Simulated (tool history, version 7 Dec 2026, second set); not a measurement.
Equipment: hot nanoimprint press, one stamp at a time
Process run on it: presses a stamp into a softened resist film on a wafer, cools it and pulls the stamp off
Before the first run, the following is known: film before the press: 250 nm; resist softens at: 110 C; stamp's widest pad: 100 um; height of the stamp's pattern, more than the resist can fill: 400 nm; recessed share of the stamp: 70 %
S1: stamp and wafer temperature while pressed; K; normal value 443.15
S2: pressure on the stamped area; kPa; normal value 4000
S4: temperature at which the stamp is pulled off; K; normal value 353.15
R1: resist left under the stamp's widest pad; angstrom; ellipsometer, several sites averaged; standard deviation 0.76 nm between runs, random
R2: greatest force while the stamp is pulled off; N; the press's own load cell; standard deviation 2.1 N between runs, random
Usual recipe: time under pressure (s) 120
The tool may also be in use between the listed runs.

run 1 day=0 | S1=443.15 S2=4000 time_under_pressure_(s)=120 S4=353.15 | R1=973 R2=92
run 2 day=0.854 | S1=443.15 S2=4000 time_under_pressure_(s)=120 S4=353.15 | R1=965 R2=90
run 3 day=1.646 | S1=443.15 S2=4000 time_under_pressure_(s)=120 S4=353.15 | R1=969 R2=95
run 4 day=2.4 | S1=443.15 S2=4000 time_under_pressure_(s)=120 S4=353.15 | R1=974 R2=95
run 5 day=3.75 | S1=443.15 S2=4240 time_under_pressure_(s)=120 S4=353.15 | R1=942 R2=92
run 6 day=5.075 | S1=432.15 S2=4000 time_under_pressure_(s)=120 S4=353.15 | R1=1591 R2=94
run 7 day=6.508 | S1=432.15 S2=4000 time_under_pressure_(s)=120 S4=353.15 | R1=1575 R2=92
run 8 day=7.262 | S1=432.15 S2=4000 time_under_pressure_(s)=120 S4=353.15 | R1=1589 R2=95
run 9 day=8.217 | S1=443.15 S2=4000 time_under_pressure_(s)=120 S4=357.15 | R1=966 R2=84
run 10 day=9.271 | S1=443.15 S2=4000 time_under_pressure_(s)=120 S4=353.15 | R1=976 R2=91
-- day=9.796 stamp cleaned and given a new release coat
run 11 day=10.933 | S1=443.15 S2=4000 time_under_pressure_(s)=91 S4=351.15 | R1=1074 R2=99
run 12 day=11.625 | S1=440.15 S2=4000 time_under_pressure_(s)=163 S4=353.15 | R1=986 R2=91
run 13 day=12.592 | S1=433.15 S2=4000 time_under_pressure_(s)=163 S4=353.15 | R1=1369 R2=92
run 14 day=13.512 | S1=433.15 S2=4000 time_under_pressure_(s)=163 S4=353.15 | R1=1372 R2=96
run 15 day=14.329 | S1=433.15 S2=4000 time_under_pressure_(s)=163 S4=353.15 | R1=1379 R2=94
run 16 day=15.5 | S1=443.15 S2=4000 time_under_pressure_(s)=120 S4=345.15 | R1=970 R2=105
run 17 day=16.325 | S1=443.15 S2=3830 time_under_pressure_(s)=121 S4=353.15 | R1=979 R2=91
run 18 day=17.05 | S1=443.15 S2=3830 time_under_pressure_(s)=121 S4=353.15 | R1=987 R2=93
run 19 day=18.204 | S1=443.15 S2=3830 time_under_pressure_(s)=121 S4=353.15 | R1=987 R2=89

Below are 3 alternative next runs, each starting from the tool's condition after run 19. Predict each:
run A day=18.992 | S1=433.15 S2=4000 time_under_pressure_(s)=66 S4=353.15 | R1=? R2=?
run B day=18.992 | S1=443.15 S2=4000 time_under_pressure_(s)=120 S4=342.15 | R1=? R2=?
run C day=18.992 | S1=448.15 S2=6070 time_under_pressure_(s)=163 S4=353.15 | R1=? R2=?

run=A R1=1755 R2=92
run=B R1=969 R2=108
run=C R1=535 R2=93
Without the tool's hidden state the same runs would have given:
run=A R1=1754 R2=92
run=B R1=968 R2=108
run=C R1=535 R2=92

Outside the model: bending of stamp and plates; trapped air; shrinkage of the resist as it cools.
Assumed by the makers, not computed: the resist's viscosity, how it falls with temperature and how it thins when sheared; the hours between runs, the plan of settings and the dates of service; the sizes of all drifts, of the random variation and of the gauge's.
